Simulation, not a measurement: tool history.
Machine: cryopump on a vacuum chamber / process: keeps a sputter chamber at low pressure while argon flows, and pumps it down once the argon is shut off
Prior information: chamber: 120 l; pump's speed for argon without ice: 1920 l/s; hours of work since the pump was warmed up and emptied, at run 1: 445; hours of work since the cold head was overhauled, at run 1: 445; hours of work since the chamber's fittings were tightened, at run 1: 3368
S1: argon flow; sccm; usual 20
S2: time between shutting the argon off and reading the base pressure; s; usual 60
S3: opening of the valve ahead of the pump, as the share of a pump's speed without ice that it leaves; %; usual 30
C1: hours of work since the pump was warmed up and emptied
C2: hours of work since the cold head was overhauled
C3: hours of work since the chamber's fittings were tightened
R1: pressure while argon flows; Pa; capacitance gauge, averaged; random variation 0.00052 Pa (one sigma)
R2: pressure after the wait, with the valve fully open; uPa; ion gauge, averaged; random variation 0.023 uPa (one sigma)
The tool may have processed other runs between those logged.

run,hour,S1,S2,S3,C1,C2,C3,R1,R2
1,0,20,60,30,445,445,3368,0.0605,1.46
# hour 42.1: leaking fittings of the chamber tightened, without venting
2,75.9,36,60,30,495,495,23,0.1087,0.81
3,155.9,20,152,30,550,550,77,0.0604,0.49
4,207.8,20,152,30,585,585,113,0.0601,0.46
5,286.8,20,152,30,639,639,166,0.0598,0.45
6,374,19,38,50,698,698,225,0.0353,1.18
7,450.7,13,65,29,750,750,277,0.0405,0.82
8,524.1,13,65,29,800,800,327,0.0405,0.87
9,599.5,14,74,30,851,851,378,0.0437,0.72
10,665.5,20,89,30,896,896,423,0.0608,0.7

Alternative continuations, all from the tool just after run 10; predict every row:
A,765,22,89,58,963,963,491,?,?
B,765,9,299,30,963,963,491,?,?
C,765,17,68,29,963,963,491,?,?
D,765,17,60,30,963,963,491,?,?

run,R1,R2
A,0.0371,0.69
B,0.0276,0.43
C,0.0539,0.85
D,0.0533,0.9
Had the tool no hidden state, the same runs would have come out as:
run,R1,R2
A,0.0341,0.56
B,0.0264,0.29
C,0.0516,0.71
D,0.0511,0.76

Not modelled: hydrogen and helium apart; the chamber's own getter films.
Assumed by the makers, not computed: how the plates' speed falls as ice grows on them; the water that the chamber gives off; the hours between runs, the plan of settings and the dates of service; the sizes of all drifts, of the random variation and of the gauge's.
